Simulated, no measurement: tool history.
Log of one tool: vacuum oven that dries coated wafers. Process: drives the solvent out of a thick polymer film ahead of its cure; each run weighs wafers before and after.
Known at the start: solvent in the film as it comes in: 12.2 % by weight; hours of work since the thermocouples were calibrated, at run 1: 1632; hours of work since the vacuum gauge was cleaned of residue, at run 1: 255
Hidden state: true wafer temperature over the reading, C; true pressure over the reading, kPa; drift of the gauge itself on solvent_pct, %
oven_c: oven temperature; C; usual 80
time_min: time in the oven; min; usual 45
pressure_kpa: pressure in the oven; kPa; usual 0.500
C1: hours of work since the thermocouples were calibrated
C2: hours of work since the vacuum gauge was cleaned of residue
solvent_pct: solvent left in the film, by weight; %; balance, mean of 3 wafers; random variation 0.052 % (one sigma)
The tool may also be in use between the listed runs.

Run 1, hour 0.0: usual settings; C1 1632; C2 255. Result: solvent_pct 1.53 %.
Run 2, hour 8.2: usual settings; C1 1638; C2 261. Result: solvent_pct 1.53 %.
Run 3, hour 16.5: usual settings; C1 1645; C2 268. Result: solvent_pct 1.57 %.
Run 4, hour 31.0: usual settings; C1 1656; C2 279. Result: solvent_pct 1.65 %.
Run 5, hour 40.2: usual settings; C1 1663; C2 286. Result: solvent_pct 1.56 %.
Run 6, hour 49.2: usual settings; C1 1670; C2 294. Result: solvent_pct 1.59 %.
At hour 56.7: oven's thermocouples calibrated.
Run 7, hour 59.2: usual settings; C1 2; C2 300. Result: solvent_pct 1.54 %.
Run 8, hour 67.3: usual settings; C1 8; C2 306. Result: solvent_pct 1.58 %.
Run 9, hour 77.0: usual settings; C1 16; C2 314. Result: solvent_pct 1.58 %.
Run 10, hour 84.9: usual settings but oven_c 91 C, pressure_kpa 0.444 kPa; C1 22; C2 320. Result: solvent_pct 0.66 %.
Run 11, hour 93.3: usual settings but pressure_kpa 1.468 kPa; C1 29; C2 327. Result: solvent_pct 3.58 %.
Run 12, hour 102.5: usual settings but pressure_kpa 1.468 kPa; C1 36; C2 334. Result: solvent_pct 3.60 %.
Run 13, hour 114.2: usual settings but pressure_kpa 0.901 kPa; C1 45; C2 343. Result: solvent_pct 2.38 %.
Run 14, hour 123.3: usual settings but pressure_kpa 0.901 kPa; C1 52; C2 350. Result: solvent_pct 2.42 %.
Run 15, hour 140.6: usual settings but oven_c 85 C, pressure_kpa 0.993 kPa; C1 66; C2 364. Result: solvent_pct 1.88 %.
Run 16, hour 150.6: usual settings but oven_c 85 C, time_min 47 min, pressure_kpa 1.530 kPa; C1 74; C2 372. Result: solvent_pct 2.79 %.
Run 17, hour 158.5: usual settings but oven_c 85 C, time_min 47 min, pressure_kpa 1.530 kPa; C1 80; C2 378. Result: solvent_pct 2.78 %.

Forecast each of these 5 alternatives for the next run:
Run A, hour 175.4: usual settings but oven_c 85 C, time_min 35 min, pressure_kpa 0.469 kPa; C1 93; C2 391. Result: solvent_pct ?.
Run B, hour 175.4: usual settings but time_min 24 min; C1 93; C2 391. Result: solvent_pct ?.
Run C, hour 175.4: usual settings but oven_c 66 C, time_min 29 min, pressure_kpa 0.455 kPa; C1 93; C2 391. Result: solvent_pct ?.
Run D, hour 175.4: usual settings but oven_c 85 C, time_min 48 min, pressure_kpa 1.530 kPa; C1 93; C2 391. Result: solvent_pct ?.
Run E, hour 175.4: usual settings but oven_c 85 C, time_min 25 min, pressure_kpa 1.741 kPa; C1 93; C2 391. Result: solvent_pct ?.

run  solvent_pct
  A         1.17
  B         3.22
  C         6.41
  D         2.72
  E         3.76
Without the tool's hidden state the same runs would have given:
run  solvent_pct
  A         1.17
  B         3.22
  C         6.40
  D         2.71
  E         3.75

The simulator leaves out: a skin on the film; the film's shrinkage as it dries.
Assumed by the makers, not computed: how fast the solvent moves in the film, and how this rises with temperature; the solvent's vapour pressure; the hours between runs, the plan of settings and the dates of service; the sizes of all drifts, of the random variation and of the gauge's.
